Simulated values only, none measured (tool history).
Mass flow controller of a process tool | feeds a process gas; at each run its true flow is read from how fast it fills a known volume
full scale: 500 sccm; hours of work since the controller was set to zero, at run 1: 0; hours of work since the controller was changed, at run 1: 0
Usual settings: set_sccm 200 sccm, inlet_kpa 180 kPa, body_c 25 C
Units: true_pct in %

run	hour	set_sccm	inlet_kpa	body_c	hours of work since the controller was set to zero	hours of work since the controller was changed	true_pct
1	0.0	200	180	25	0	0	98.29
2	364.8	200	263	25	233	233	97.91
3	608.7	200	225	25	389	389	98.05
4	917.5	200	180	25	586	586	98.26
5	1196.2	200	180	24	764	764	98.26
6	1427.9	200	180	24	911	911	98.01
7	1759.2	200	180	24	1123	1123	98.09
8	1974.1	200	180	24	1260	1260	97.96
9	2202.0	200	180	24	1406	1406	97.94
10	2540.7	200	180	24	1622	1622	97.89
11	2753.9	200	180	31	1758	1758	98.09
12	3143.5	200	180	31	2007	2007	98.14
13	3331.1	200	180	31	2126	2126	98.12
14	3755.9	200	180	25	2397	2397	97.75
15	4099.7	144	180	34	2617	2617	97.61
16	4419.0	335	146	32	2821	2821	98.81
17	4672.7	457	180	25	2983	2983	99.05
18	5067.7	457	180	25	3235	3235	98.76
19	5440.4	125	180	25	3473	3473	96.97
20	5710.3	125	180	25	3645	3645	96.92
21	6066.5	125	180	25	3872	3872	96.82
22	6497.0	125	180	25	4147	4147	96.85
23	6914.3	186	153	24	4413	4413	97.02
24	7352.1	186	153	24	4693	4693	97.07
25	7597.6	54	141	33	4850	4850	96.60
26	7951.0	180	180	22	5075	5075	96.76
27	8262.2	118	225	20	5274	5274	95.95

Forecast each of these 4 alternatives for the next run:
A	8612.1	290	226	26	5497	5497	?
B	8612.1	244	145	34	5497	5497	?
C	8612.1	133	223	38	5497	5497	?
D	8612.1	88	237	35	5497	5497	?

run	true_pct
A	97.11
B	97.55
C	96.74
D	96.24
Without the tool's hidden state the same runs would have given:
run	true_pct
A	98.68
B	99.12
C	98.29
D	97.78
